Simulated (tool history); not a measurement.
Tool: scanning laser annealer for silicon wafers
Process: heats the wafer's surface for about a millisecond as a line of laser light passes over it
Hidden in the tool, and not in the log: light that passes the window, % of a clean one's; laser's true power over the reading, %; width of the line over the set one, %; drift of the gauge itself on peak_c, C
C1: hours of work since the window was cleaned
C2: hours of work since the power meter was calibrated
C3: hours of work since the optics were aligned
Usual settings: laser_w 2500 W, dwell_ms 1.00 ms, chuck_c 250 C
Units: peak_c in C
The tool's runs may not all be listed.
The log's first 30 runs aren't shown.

Run 31, hour 197.9: usual settings but laser_w 2578 W, dwell_ms 1.19 ms, chuck_c 228 C; C1 384; C2 279; C3 68. Result: peak_c 1134 C.
Run 32, hour 202.7: usual settings but laser_w 2473 W, dwell_ms 1.02 ms, chuck_c 265 C; C1 387; C2 281; C3 71. Result: peak_c 1067 C.
Run 33, hour 208.2: usual settings but laser_w 2473 W, dwell_ms 1.02 ms, chuck_c 265 C; C1 390; C2 285; C3 74. Result: peak_c 1065 C.
At hour 210.8: window over the wafer cleaned.
Run 34, hour 217.3: usual settings but chuck_c 270 C; C1 4; C2 288; C3 78. Result: peak_c 1075 C.
Run 35, hour 224.3: usual settings but dwell_ms 0.76 ms, chuck_c 233 C; C1 8; C2 292; C3 82. Result: peak_c 948 C.
Run 36, hour 229.1: usual settings but dwell_ms 0.76 ms, chuck_c 233 C; C1 10; C2 295; C3 85. Result: peak_c 947 C.
Run 37, hour 233.3: usual settings but dwell_ms 0.76 ms, chuck_c 233 C; C1 13; C2 298; C3 87. Result: peak_c 946 C.
Run 38, hour 239.3: usual settings but dwell_ms 0.76 ms, chuck_c 233 C; C1 16; C2 301; C3 91. Result: peak_c 949 C.
Run 39, hour 244.0: usual settings but dwell_ms 0.76 ms, chuck_c 233 C; C1 19; C2 304; C3 93. Result: peak_c 951 C.
Run 40, hour 253.0: usual settings but laser_w 2523 W, dwell_ms 0.74 ms, chuck_c 212 C; C1 24; C2 309; C3 99. Result: peak_c 926 C.
Run 41, hour 262.0: usual settings but laser_w 2537 W, dwell_ms 1.11 ms, chuck_c 282 C; C1 29; C2 314; C3 104. Result: peak_c 1146 C.

3 ways to go on from here, each from the tool as it stands after run 41. What would each give?
Run A, hour 271.6: usual settings but dwell_ms 1.23 ms, chuck_c 231 C; C1 34; C2 319; C3 109. Result: peak_c ?.
Run B, hour 271.6: usual settings but laser_w 2660 W, dwell_ms 1.05 ms, chuck_c 249 C; C1 34; C2 319; C3 109. Result: peak_c ?.
Run C, hour 271.6: usual settings but laser_w 2393 W, dwell_ms 0.84 ms, chuck_c 219 C; C1 34; C2 319; C3 109. Result: peak_c ?.

run  peak_c
  A    1118
  B    1142
  C     926
Without the tool's hidden state the same runs would have given:
run  peak_c
  A    1118
  B    1142
  C     926
